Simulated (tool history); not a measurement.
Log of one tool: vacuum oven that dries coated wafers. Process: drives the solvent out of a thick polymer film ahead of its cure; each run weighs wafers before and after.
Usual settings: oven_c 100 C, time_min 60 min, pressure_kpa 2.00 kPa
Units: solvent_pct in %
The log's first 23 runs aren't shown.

{"run": 24, "hour": 267.9, "oven_c": 95, "time_min": 81, "pressure_kpa": 6.39, "solvent_pct": 3.41}
{"run": 25, "hour": 277.2, "oven_c": 95, "time_min": 81, "pressure_kpa": 6.39, "solvent_pct": 3.54}
{"run": 26, "hour": 284.9, "oven_c": 95, "time_min": 81, "pressure_kpa": 6.39, "solvent_pct": 3.45}
{"run": 27, "hour": 298.7, "oven_c": 100, "time_min": 43, "pressure_kpa": 2.0, "solvent_pct": 1.98}
{"run": 28, "hour": 313.3, "oven_c": 109, "time_min": 65, "pressure_kpa": 2.0, "solvent_pct": 0.68}
{"run": 29, "hour": 327.4, "oven_c": 109, "time_min": 65, "pressure_kpa": 2.0, "solvent_pct": 0.52}
{"run": 30, "hour": 334.9, "oven_c": 86, "time_min": 37, "pressure_kpa": 1.4, "solvent_pct": 5.68}
{"run": 31, "hour": 343.5, "oven_c": 100, "time_min": 60, "pressure_kpa": 1.79, "solvent_pct": 1.18}

Run 32 comes next. What will it give?
{"run": 32, "hour": 351.9, "oven_c": 95, "time_min": 39, "pressure_kpa": 2.0, "solvent_pct": "?"}

{"run 32": {"solvent_pct": 3.47}}
Without the tool's hidden state the same run would have given solvent_pct 3.46 %.
